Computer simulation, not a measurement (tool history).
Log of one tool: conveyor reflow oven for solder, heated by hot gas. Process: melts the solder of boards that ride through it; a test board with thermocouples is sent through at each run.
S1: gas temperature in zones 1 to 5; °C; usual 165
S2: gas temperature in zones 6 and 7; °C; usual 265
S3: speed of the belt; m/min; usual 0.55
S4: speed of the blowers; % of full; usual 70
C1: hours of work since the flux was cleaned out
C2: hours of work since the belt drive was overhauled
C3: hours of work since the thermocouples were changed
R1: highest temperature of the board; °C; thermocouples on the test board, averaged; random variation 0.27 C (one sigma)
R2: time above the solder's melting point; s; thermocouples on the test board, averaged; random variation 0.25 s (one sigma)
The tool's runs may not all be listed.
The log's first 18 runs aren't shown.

{"run": 19, "hour": 213.4, "S1": 172, "S2": 277, "S3": 0.655, "S4": 85, "C1": 64, "C2": 310, "C3": 620, "R1": 254.5, "R2": 47.9}
{"run": 20, "hour": 223.4, "S1": 169, "S2": 277, "S3": 0.655, "S4": 69, "C1": 69, "C2": 316, "C3": 625, "R1": 249.4, "R2": 43.2}
{"run": 21, "hour": 237.3, "S1": 165, "S2": 270, "S3": 0.448, "S4": 70, "C1": 77, "C2": 323, "C3": 632, "R1": 255.9, "R2": 71.9}
{"run": 22, "hour": 250.8, "S1": 165, "S2": 270, "S3": 0.448, "S4": 70, "C1": 84, "C2": 330, "C3": 640, "R1": 255.6, "R2": 71.5}
{"run": 23, "hour": 257.8, "S1": 179, "S2": 265, "S3": 0.579, "S4": 70, "C1": 88, "C2": 334, "C3": 643, "R1": 246.1, "R2": 51.6}
{"hour": 263.7, "done": "thermocouples of zones 6 and 7 changed"}
{"run": 24, "hour": 271.8, "S1": 153, "S2": 265, "S3": 0.55, "S4": 70, "C1": 94, "C2": 340, "C3": 4, "R1": 245.5, "R2": 45.3}
{"run": 25, "hour": 284.3, "S1": 153, "S2": 265, "S3": 0.55, "S4": 70, "C1": 101, "C2": 347, "C3": 11, "R1": 245.4, "R2": 44.6}
{"run": 26, "hour": 298.0, "S1": 176, "S2": 268, "S3": 0.496, "S4": 57, "C1": 108, "C2": 354, "C3": 18, "R1": 251.6, "R2": 64.3}
{"run": 27, "hour": 311.1, "S1": 174, "S2": 265, "S3": 0.63, "S4": 86, "C1": 115, "C2": 361, "C3": 25, "R1": 247.7, "R2": 46.8}
{"run": 28, "hour": 324.1, "S1": 175, "S2": 270, "S3": 0.55, "S4": 70, "C1": 122, "C2": 368, "C3": 32, "R1": 253.3, "R2": 57.7}
{"run": 29, "hour": 331.5, "S1": 161, "S2": 267, "S3": 0.44, "S4": 51, "C1": 126, "C2": 372, "C3": 36, "R1": 250.3, "R2": 65.3}
{"run": 30, "hour": 344.5, "S1": 161, "S2": 267, "S3": 0.44, "S4": 51, "C1": 133, "C2": 379, "C3": 43, "R1": 250.3, "R2": 64.9}

3 ways to go on from here, each from the tool as it stands after run 30. What would each give?
{"run": "A", "hour": 354.4, "S1": 178, "S2": 279, "S3": 0.55, "S4": 70, "C1": 138, "C2": 385, "C3": 48, "R1": "?", "R2": "?"}
{"run": "B", "hour": 354.4, "S1": 161, "S2": 272, "S3": 0.449, "S4": 78, "C1": 138, "C2": 385, "C3": 48, "R1": "?", "R2": "?"}
{"run": "C", "hour": 354.4, "S1": 161, "S2": 275, "S3": 0.44, "S4": 78, "C1": 138, "C2": 385, "C3": 48, "R1": "?", "R2": "?"}

run=A R1=261.2 R2=64
run=B R1=260.3 R2=74.2
run=C R1=263.4 R2=77
Without the tool's hidden state the same runs would have given:
run=A R1=262.4 R2=64.3
run=B R1=261.4 R2=74.7
run=C R1=264.4 R2=77.4
